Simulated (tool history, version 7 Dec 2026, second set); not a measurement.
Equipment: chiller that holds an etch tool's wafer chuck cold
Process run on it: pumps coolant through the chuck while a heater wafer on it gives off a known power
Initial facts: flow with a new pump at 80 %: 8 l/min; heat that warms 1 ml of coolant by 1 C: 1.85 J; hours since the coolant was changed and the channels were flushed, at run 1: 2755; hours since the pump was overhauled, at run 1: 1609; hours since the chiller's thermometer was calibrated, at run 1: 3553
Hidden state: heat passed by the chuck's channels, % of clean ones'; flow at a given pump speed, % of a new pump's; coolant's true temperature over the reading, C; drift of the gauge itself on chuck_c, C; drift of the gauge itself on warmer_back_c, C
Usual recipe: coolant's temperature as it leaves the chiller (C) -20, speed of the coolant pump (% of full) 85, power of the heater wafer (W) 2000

| run | hour | coolant's temperature as it leaves the chiller (C) | speed of the coolant pump (% of full) | power of the heater wafer (W) | hours since the coolant was changed and the channels were flushed | hours since the pump was overhauled | hours since the chiller's thermometer was calibrated | chuck's temperature once it has settled (C) | how much warmer the coolant comes back (C) |
|---|---|---|---|---|---|---|---|---|---|
| 1 | 0 | -20 | 85 | 2000 | 2755 | 1609 | 3553 | -3.3 | 7.85 |
| 2 | 93 | -20 | 85 | 2000 | 2848 | 1702 | 3646 | -3.2 | 7.82 |
| 3 | 166.7 | -20 | 98 | 2000 | 2921 | 1776 | 3720 | -5 | 6.85 |
| 4 | 239.6 | -20 | 85 | 2000 | 2994 | 1849 | 3793 | -3.1 | 7.95 |
| 5 | 298.9 | -16 | 85 | 2000 | 3053 | 1908 | 3852 | 1 | 7.91 |
| 6 | 370.2 | -16 | 85 | 2000 | 3125 | 1979 | 3923 | 0.9 | 7.88 |
| 7 | 455.4 | -16 | 85 | 2000 | 3210 | 2065 | 4008 | 1 | 7.85 |
| 8 | 497.2 | -20 | 85 | 2000 | 3252 | 2106 | 4050 | -2.9 | 7.9 |
| 9 | 536.5 | -20 | 85 | 2000 | 3291 | 2146 | 4089 | -2.7 | 7.92 |
| 10 | 594.2 | -14 | 85 | 2000 | 3349 | 2203 | 4147 | 3.2 | 7.98 |
|  | 604.5 | chiller's thermometer calibrated |
| 11 | 665 | -27 | 62 | 2290 | 3419 | 2273 | 61 | -2.4 | 12.45 |
| 12 | 748 | -20 | 76 | 1304 | 3502 | 2356 | 144 | -8.2 | 5.79 |
| 13 | 834.2 | -28 | 86 | 1123 | 3588 | 2442 | 230 | -18.9 | 4.42 |
| 14 | 908.7 | -28 | 78 | 2244 | 3662 | 2517 | 304 | -8.2 | 9.74 |
| 15 | 981.1 | -28 | 78 | 2244 | 3735 | 2589 | 377 | -7.9 | 9.77 |
| 16 | 1042.6 | -28 | 65 | 1121 | 3796 | 2651 | 438 | -16.1 | 5.87 |
| 17 | 1114.7 | -24 | 69 | 1265 | 3868 | 2723 | 510 | -11.4 | 6.14 |
| 18 | 1169.4 | -13 | 85 | 1152 | 3923 | 2778 | 565 | -3.2 | 4.6 |

Predict each of these 4 candidate next runs independently; none follows another, all start after run 18:
| A | 1244 | -24 | 96 | 2000 | 3998 | 2852 | 640 | ? | ? |
| B | 1244 | -13 | 77 | 1152 | 3998 | 2852 | 640 | ? | ? |
| C | 1244 | -20 | 85 | 1133 | 3998 | 2852 | 640 | ? | ? |
| D | 1244 | -13 | 65 | 1152 | 3998 | 2852 | 640 | ? | ? |

| run | chuck's temperature once it has settled (C) | how much warmer the coolant comes back (C) |
|---|---|---|
| A | -8.8 | 7.08 |
| B | -2.3 | 5.13 |
| C | -10.6 | 4.56 |
| D | -0.9 | 6.08 |
Take away the tool's hidden state, keep each run's random variation, and the runs would have read:
| run | chuck's temperature once it has settled (C) | how much warmer the coolant comes back (C) |
|---|---|---|
| A | -10.5 | 6.72 |
| B | -3.5 | 4.88 |
| C | -11.7 | 4.33 |
| D | -2.3 | 5.78 |
